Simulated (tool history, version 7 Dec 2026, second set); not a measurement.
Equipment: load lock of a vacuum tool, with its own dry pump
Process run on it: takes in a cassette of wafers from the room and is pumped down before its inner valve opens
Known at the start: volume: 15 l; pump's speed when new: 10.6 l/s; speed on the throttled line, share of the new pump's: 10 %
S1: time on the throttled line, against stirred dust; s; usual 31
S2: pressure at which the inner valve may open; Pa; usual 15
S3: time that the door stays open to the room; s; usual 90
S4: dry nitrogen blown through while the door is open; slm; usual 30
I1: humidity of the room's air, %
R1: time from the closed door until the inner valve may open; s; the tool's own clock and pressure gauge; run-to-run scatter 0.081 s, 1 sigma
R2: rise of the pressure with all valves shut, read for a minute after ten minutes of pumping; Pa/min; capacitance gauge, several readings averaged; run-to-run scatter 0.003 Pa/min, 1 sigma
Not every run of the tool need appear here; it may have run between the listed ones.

run,hour,S1,S2,S3,S4,I1,R1,R2
1,0,31,15,90,30,48.8,40.54,0.38
2,111.8,39,15,90,30,42.8,47.86,0.386
3,257.1,31,15,123,30,45.2,40.54,0.425
4,380.4,31,17,90,30,46.1,40.4,0.429
5,496.5,31,17,38,30,45.8,40.43,0.418
6,585.7,31,15,90,30,46.6,40.73,0.441
7,735.1,31,15,90,30,43.6,40.66,0.461
8,877.4,31,15,90,30,45.9,40.71,0.481
9,1002.3,31,15,90,30,41.7,40.68,0.496
10,1072.8,31,15,90,30,44.6,40.64,0.509
11,1189.4,31,13,132,30,42.8,40.83,0.538
12,1301,31,15,26,30,44.7,40.77,0.509
13,1374.9,31,15,90,9,44.7,40.55,0.579
14,1497,31,14,90,30,42.5,40.82,0.558
15,1629.4,38,14,151,30,44.5,47.23,0.604

Some steps in R1 between neighbouring runs. How much of each would the tool show without its hidden state too (settings, what came in, random variation), and how much is left for the hidden state, with any gauge scatter that isn't in both results?
Unlogged tool condition in this case: pump's speed, % of a new pump's; leak at the door's seal, Pa l/s; drift of the gauge itself on ready_s, %; drift of the gauge itself on rise_pa_min, %.
Run 1 -> 2: S1 31 -> 39. R1 +7.32 s: hidden state -0.01, all else +7.33.
Run 2 -> 3: S1 39 -> 31, S3 90 -> 123. R1 -7.32 s: hidden state +0.02, all else -7.34.
